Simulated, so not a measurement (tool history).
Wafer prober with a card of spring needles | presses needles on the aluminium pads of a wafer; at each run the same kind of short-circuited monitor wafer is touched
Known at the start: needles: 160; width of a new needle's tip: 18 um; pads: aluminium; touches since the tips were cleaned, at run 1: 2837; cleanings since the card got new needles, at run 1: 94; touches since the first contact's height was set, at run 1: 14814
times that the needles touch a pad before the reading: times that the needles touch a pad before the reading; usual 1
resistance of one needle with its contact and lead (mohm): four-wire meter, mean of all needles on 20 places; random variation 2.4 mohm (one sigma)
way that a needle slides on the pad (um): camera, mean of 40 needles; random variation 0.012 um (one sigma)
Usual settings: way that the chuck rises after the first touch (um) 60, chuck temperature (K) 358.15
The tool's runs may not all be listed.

run	hour	way that the chuck rises after the first touch (um)	chuck temperature (K)	times that the needles touch a pad before the reading	touches since the tips were cleaned	cleanings since the card got new needles	touches since the first contact's height was set	resistance of one needle with its contact and lead (mohm)	way that a needle slides on the pad (um)
1	0	60	358.15	1	2837	94	14814	333	8.63
# hour 3: tips cleaned on abrasive film
# hour 8.8: tips cleaned on abrasive film
# hour 16: tips cleaned on abrasive film
# hour 21.8: tips cleaned on abrasive film
# hour 29.1: tips cleaned on abrasive film
# hour 36.3: tips cleaned on abrasive film
# hour 43.6: tips cleaned on abrasive film
# hour 50.8: tips cleaned on abrasive film
2	56.1	60	308.15	1	3670	102	53415	332	8.55
# hour 57.6: tips cleaned on abrasive film
# hour 64.9: tips cleaned on abrasive film
# hour 72.1: tips cleaned on abrasive film
# hour 79.4: tips cleaned on abrasive film
# hour 86.6: tips cleaned on abrasive film
3	88.1	60	308.15	1	1057	107	75431	298	8.5
# hour 92.5: tips cleaned on abrasive film
# hour 99.7: tips cleaned on abrasive film
# hour 102.9: height of the first contact set anew
# hour 107.3: tips cleaned on abrasive film
# hour 113.1: tips cleaned on abrasive film
# hour 120.4: tips cleaned on abrasive film
# hour 126.2: tips cleaned on abrasive film
# hour 133.4: tips cleaned on abrasive film
4	137.5	60	308.15	1	2856	114	23815	329	8.62
# hour 140.5: tips cleaned on abrasive film
# hour 147.7: tips cleaned on abrasive film
# hour 155: tips cleaned on abrasive film
# hour 160.8: tips cleaned on abrasive film
# hour 168: tips cleaned on abrasive film
# hour 173.8: tips cleaned on abrasive film
# hour 181.1: tips cleaned on abrasive film
# hour 188.3: tips cleaned on abrasive film
5	192.6	60	358.15	1	2948	122	61695	341	8.55
# hour 195.5: tips cleaned on abrasive film
# hour 202.8: tips cleaned on abrasive film
# hour 210: tips cleaned on abrasive film
# hour 217.3: tips cleaned on abrasive film
# hour 224.5: tips cleaned on abrasive film
# hour 227.7: height of the first contact set anew
# hour 232.1: tips cleaned on abrasive film
6	237.5	60	358.15	1	3825	128	6818	345	8.64
# hour 239.1: tips cleaned on abrasive film
# hour 246.3: tips cleaned on abrasive film
# hour 253.6: tips cleaned on abrasive film
# hour 260.8: tips cleaned on abrasive film
# hour 268.1: tips cleaned on abrasive film
# hour 273.9: tips cleaned on abrasive film
# hour 281.1: tips cleaned on abrasive film
# hour 288.4: tips cleaned on abrasive film
# hour 294.2: tips cleaned on abrasive film, once more
7	296.8	41	358.15	1	1838	137	47579	397	5.82
# hour 301.2: tips cleaned on abrasive film
# hour 307: tips cleaned on abrasive film
# hour 314.3: tips cleaned on abrasive film
# hour 320.1: tips cleaned on abrasive film
# hour 327.3: tips cleaned on abrasive film
# hour 333.2: tips cleaned on abrasive film
# hour 340.4: tips cleaned on abrasive film
# hour 347.6: tips cleaned on abrasive film
# hour 352.2: height of the first contact set anew
# hour 355.2: tips cleaned on abrasive film
8	357.3	60	306.15	3	1493	146	3489	282	8.63
# hour 361.7: tips cleaned on abrasive film
# hour 369: tips cleaned on abrasive film
# hour 376.2: tips cleaned on abrasive film
# hour 383.5: tips cleaned on abrasive film
# hour 389.3: tips cleaned on abrasive film
# hour 396.5: tips cleaned on abrasive film
9	398.6	52	358.15	1	1466	152	31903	338	7.43
# hour 403: tips cleaned on abrasive film
# hour 408.8: tips cleaned on abrasive film
# hour 416.1: tips cleaned on abrasive film
# hour 423.3: tips cleaned on abrasive film
# hour 429.1: tips cleaned on abrasive film
# hour 436.4: tips cleaned on abrasive film
# hour 443.6: tips cleaned on abrasive film
10	446.6	59	357.15	2	2074	159	64915	319	8.38
# hour 449.6: tips cleaned on abrasive film
# hour 456.8: tips cleaned on abrasive film
# hour 462.6: tips cleaned on abrasive film
# hour 469.9: tips cleaned on abrasive film
# hour 477.1: tips cleaned on abrasive film
# hour 477.4: height of the first contact set anew
# hour 484.7: tips cleaned on abrasive film
# hour 490.5: tips cleaned on abrasive film
# hour 497.7: tips cleaned on abrasive film
# hour 505: tips cleaned on abrasive film
11	508.7	59	357.15	2	2602	168	21564	317	8.46
# hour 511.7: tips cleaned on abrasive film
# hour 518.9: tips cleaned on abrasive film
# hour 526.2: tips cleaned on abrasive film
# hour 533.4: tips cleaned on abrasive film
# hour 540.7: tips cleaned on abrasive film
# hour 547.9: tips cleaned on abrasive film
# hour 555.2: tips cleaned on abrasive film
# hour 561: tips cleaned on abrasive film
# hour 568.2: tips cleaned on abrasive film
# hour 580.2: card fitted with new needles
12	582.5	59	357.15	2	1578	0	1578	292	8.51
# hour 586.9: tips cleaned on abrasive film
# hour 594.1: tips cleaned on abrasive film
# hour 599.9: tips cleaned on abrasive film
# hour 607.2: tips cleaned on abrasive film
# hour 614.4: tips cleaned on abrasive film
# hour 621.7: tips cleaned on abrasive film
13	622.1	56	301.15	3	304	6	28829	260	8.02
# hour 627.9: tips cleaned on abrasive film
# hour 633.7: tips cleaned on abrasive film
# hour 641: tips cleaned on abrasive film
# hour 648.2: tips cleaned on abrasive film
# hour 654.1: tips cleaned on abrasive film
# hour 661.3: tips cleaned on abrasive film
# hour 668.6: tips cleaned on abrasive film
# hour 675.8: tips cleaned on abrasive film
14	675.9	56	301.15	3	65	14	65821	261	7.93

How the hidden state differs across the entries between the runs, from the last listed run before each to the first after it:
Between runs 1 and 2: tips cleaned on abrasive film (hour 3); tips cleaned on abrasive film (hour 8.8); tips cleaned on abrasive film (hour 16); tips cleaned on abrasive film (hour 21.8); tips cleaned on abrasive film (hour 29.1); tips cleaned on abrasive film (hour 36.3); tips cleaned on abrasive film (hour 43.6); tips cleaned on abrasive film (hour 50.8)
  debris on the tips, nm: 52.9 -> 56.4; way that the needles fall short of the set height, um: 0.15 -> 0.65; tips' diameter, um: 19.96 -> 20.68
  measured less the result without the state, resistance of one needle with its contact and lead (mohm): +58 -> +72; way that a needle slides on the pad (um): -0.02 -> -0.09
Between runs 2 and 3: tips cleaned on abrasive film (hour 57.6); tips cleaned on abrasive film (hour 64.9); tips cleaned on abrasive film (hour 72.1); tips cleaned on abrasive film (hour 79.4); tips cleaned on abrasive film (hour 86.6)
  debris on the tips, nm: 56.4 -> 26.2; way that the needles fall short of the set height, um: 0.65 -> 0.98; tips' diameter, um: 20.68 -> 20.8
  measured less the result without the state, resistance of one needle with its contact and lead (mohm): +72 -> +36; way that a needle slides on the pad (um): -0.09 -> -0.14
Between runs 3 and 4: tips cleaned on abrasive film (hour 92.5); tips cleaned on abrasive film (hour 99.7); height of the first contact set anew (hour 102.9); tips cleaned on abrasive film (hour 107.3); tips cleaned on abrasive film (hour 113.1); tips cleaned on abrasive film (hour 120.4); tips cleaned on abrasive film (hour 126.2); tips cleaned on abrasive film (hour 133.4)
  debris on the tips, nm: 26.2 -> 52.3; way that the needles fall short of the set height, um: 0.98 -> 0.29; tips' diameter, um: 20.8 -> 20.94
  measured less the result without the state, resistance of one needle with its contact and lead (mohm): +36 -> +69; way that a needle slides on the pad (um): -0.14 -> -0.05
Between runs 4 and 5: tips cleaned on abrasive film (hour 140.5); tips cleaned on abrasive film (hour 147.7); tips cleaned on abrasive film (hour 155); tips cleaned on abrasive film (hour 160.8); tips cleaned on abrasive film (hour 168); tips cleaned on abrasive film (hour 173.8); tips cleaned on abrasive film (hour 181.1); tips cleaned on abrasive film (hour 188.3)
  debris on the tips, nm: 52.3 -> 51.5; way that the needles fall short of the set height, um: 0.29 -> 0.76; tips' diameter, um: 20.94 -> 21.11
  measured less the result without the state, resistance of one needle with its contact and lead (mohm): +69 -> +65; way that a needle slides on the pad (um): -0.05 -> -0.11
Between runs 5 and 6: tips cleaned on abrasive film (hour 195.5); tips cleaned on abrasive film (hour 202.8); tips cleaned on abrasive film (hour 210); tips cleaned on abrasive film (hour 217.3); tips cleaned on abrasive film (hour 224.5); height of the first contact set anew (hour 227.7); tips cleaned on abrasive film (hour 232.1)
  debris on the tips, nm: 51.5 -> 56.5; way that the needles fall short of the set height, um: 0.76 -> 0.05; tips' diameter, um: 21.11 -> 21.24
  measured less the result without the state, resistance of one needle with its contact and lead (mohm): +65 -> +70; way that a needle slides on the pad (um): -0.11 -> -0.01
Between runs 6 and 7: tips cleaned on abrasive film (hour 239.1); tips cleaned on abrasive film (hour 246.3); tips cleaned on abrasive film (hour 253.6); tips cleaned on abrasive film (hour 260.8); tips cleaned on abrasive film (hour 268.1); tips cleaned on abrasive film (hour 273.9); tips cleaned on abrasive film (hour 281.1); tips cleaned on abrasive film (hour 288.4); tips cleaned on abrasive film, once more (hour 294.2)
  debris on the tips, nm: 56.5 -> 39.6; way that the needles fall short of the set height, um: 0.05 -> 0.61; tips' diameter, um: 21.24 -> 21.44
  measured less the result without the state, resistance of one needle with its contact and lead (mohm): +70 -> +108; way that a needle slides on the pad (um): -0.01 -> -0.09
Between runs 7 and 8: tips cleaned on abrasive film (hour 301.2); tips cleaned on abrasive film (hour 307); tips cleaned on abrasive film (hour 314.3); tips cleaned on abrasive film (hour 320.1); tips cleaned on abrasive film (hour 327.3); tips cleaned on abrasive film (hour 333.2); tips cleaned on abrasive film (hour 340.4); tips cleaned on abrasive film (hour 347.6); height of the first contact set anew (hour 352.2); tips cleaned on abrasive film (hour 355.2)
  debris on the tips, nm: 39.6 -> 36.4; way that the needles fall short of the set height, um: 0.61 -> 0.08; tips' diameter, um: 21.44 -> 21.63
  measured less the result without the state, resistance of one needle with its contact and lead (mohm): +108 -> +22; way that a needle slides on the pad (um): -0.09 -> -0.01
Between runs 8 and 9: tips cleaned on abrasive film (hour 361.7); tips cleaned on abrasive film (hour 369); tips cleaned on abrasive film (hour 376.2); tips cleaned on abrasive film (hour 383.5); tips cleaned on abrasive film (hour 389.3); tips cleaned on abrasive film (hour 396.5)
  debris on the tips, nm: 36.4 -> 33; way that the needles fall short of the set height, um: 0.08 -> 0.46; tips' diameter, um: 21.63 -> 21.77
  measured less the result without the state, resistance of one needle with its contact and lead (mohm): +22 -> +60; way that a needle slides on the pad (um): -0.01 -> -0.06
Between runs 9 and 10: tips cleaned on abrasive film (hour 403); tips cleaned on abrasive film (hour 408.8); tips cleaned on abrasive film (hour 416.1); tips cleaned on abrasive film (hour 423.3); tips cleaned on abrasive film (hour 429.1); tips cleaned on abrasive film (hour 436.4); tips cleaned on abrasive film (hour 443.6)
  debris on the tips, nm: 33 -> 46.1; way that the needles fall short of the set height, um: 0.46 -> 0.88; tips' diameter, um: 21.77 -> 21.92
  measured less the result without the state, resistance of one needle with its contact and lead (mohm): +60 -> +42; way that a needle slides on the pad (um): -0.06 -> -0.12
Between runs 10 and 11: tips cleaned on abrasive film (hour 449.6); tips cleaned on abrasive film (hour 456.8); tips cleaned on abrasive film (hour 462.6); tips cleaned on abrasive film (hour 469.9); tips cleaned on abrasive film (hour 477.1); height of the first contact set anew (hour 477.4); tips cleaned on abrasive film (hour 484.7); tips cleaned on abrasive film (hour 490.5); tips cleaned on abrasive film (hour 497.7); tips cleaned on abrasive film (hour 505)
  debris on the tips, nm: 46.1 -> 45.6; way that the needles fall short of the set height, um: 0.88 -> 0.27; tips' diameter, um: 21.92 -> 22.12
  measured less the result without the state, resistance of one needle with its contact and lead (mohm): +42 -> +41; way that a needle slides on the pad (um): -0.12 -> -0.04
Between runs 11 and 12: tips cleaned on abrasive film (hour 511.7); tips cleaned on abrasive film (hour 518.9); tips cleaned on abrasive film (hour 526.2); tips cleaned on abrasive film (hour 533.4); tips cleaned on abrasive film (hour 540.7); tips cleaned on abrasive film (hour 547.9); tips cleaned on abrasive film (hour 555.2); tips cleaned on abrasive film (hour 561); tips cleaned on abrasive film (hour 568.2); card fitted with new needles (hour 580.2)
  debris on the tips, nm: 45.6 -> 33.8; way that the needles fall short of the set height, um: 0.27 -> 0; tips' diameter, um: 22.12 -> 18
  measured less the result without the state, resistance of one needle with its contact and lead (mohm): +41 -> +18; way that a needle slides on the pad (um): -0.04 -> +0
Between runs 12 and 13: tips cleaned on abrasive film (hour 586.9); tips cleaned on abrasive film (hour 594.1); tips cleaned on abrasive film (hour 599.9); tips cleaned on abrasive film (hour 607.2); tips cleaned on abrasive film (hour 614.4); tips cleaned on abrasive film (hour 621.7)
  debris on the tips, nm: 33.8 -> 11.2; way that the needles fall short of the set height, um: 0 -> 0.38; tips' diameter, um: 18 -> 18.13
  measured less the result without the state, resistance of one needle with its contact and lead (mohm): +18 -> +5; way that a needle slides on the pad (um): +0 -> -0.06
Between runs 13 and 14: tips cleaned on abrasive film (hour 627.9); tips cleaned on abrasive film (hour 633.7); tips cleaned on abrasive film (hour 641); tips cleaned on abrasive film (hour 648.2); tips cleaned on abrasive film (hour 654.1); tips cleaned on abrasive film (hour 661.3); tips cleaned on abrasive film (hour 668.6); tips cleaned on abrasive film (hour 675.8)
  debris on the tips, nm: 11.2 -> 8.1; way that the needles fall short of the set height, um: 0.38 -> 0.83; tips' diameter, um: 18.13 -> 18.29
  measured less the result without the state, resistance of one needle with its contact and lead (mohm): +5 -> +4; way that a needle slides on the pad (um): -0.06 -> -0.12
